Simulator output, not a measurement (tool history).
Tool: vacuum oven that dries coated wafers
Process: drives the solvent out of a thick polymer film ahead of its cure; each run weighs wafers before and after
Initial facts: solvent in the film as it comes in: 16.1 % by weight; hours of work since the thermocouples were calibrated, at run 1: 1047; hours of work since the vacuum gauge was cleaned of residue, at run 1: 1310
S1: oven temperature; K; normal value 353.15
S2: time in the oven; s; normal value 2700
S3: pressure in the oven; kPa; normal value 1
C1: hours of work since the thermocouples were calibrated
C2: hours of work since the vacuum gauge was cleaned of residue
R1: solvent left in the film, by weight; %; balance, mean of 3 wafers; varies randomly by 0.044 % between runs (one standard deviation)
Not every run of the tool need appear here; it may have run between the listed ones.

Run 1, hour 0: usual settings; C1 1047; C2 1310. Result: R1 1.64 %.
At hour 81.4: vacuum gauge cleaned of residue and calibrated.
Run 2, hour 90.7: usual settings but S1 361.15 K; C1 1109; C2 7. Result: R1 0.59 %.
Run 3, hour 171.9: usual settings but S1 361.15 K; C1 1167; C2 64. Result: R1 0.69 %.
Run 4, hour 268: usual settings but S1 361.15 K; C1 1234; C2 131. Result: R1 0.69 %.
Run 5, hour 374.3: usual settings but S1 361.15 K; C1 1309; C2 206. Result: R1 0.74 %.
Run 6, hour 445.8: usual settings but S1 361.15 K; C1 1360; C2 257. Result: R1 0.75 %.
Run 7, hour 509.1: usual settings; C1 1404; C2 301. Result: R1 1.75 %.
Run 8, hour 579.3: usual settings; C1 1454; C2 351. Result: R1 1.62 %.
At hour 624.7: oven's thermocouples calibrated.
Run 9, hour 637.4: usual settings but S1 343.15 K; C1 9; C2 390. Result: R1 3.23 %.
Run 10, hour 726.3: usual settings but S1 357.15 K, S2 2820 s, S3 1.01 kPa; C1 72; C2 453. Result: R1 0.76 %.

Forecast run 11:
Run 11, hour 832.5: usual settings but S3 3.12 kPa; C1 146; C2 528. Result: R1 ?.

R1: 1.92 %
On a tool with no hidden condition, and with the same random variation, this run would have come out at R1 1.79 %.
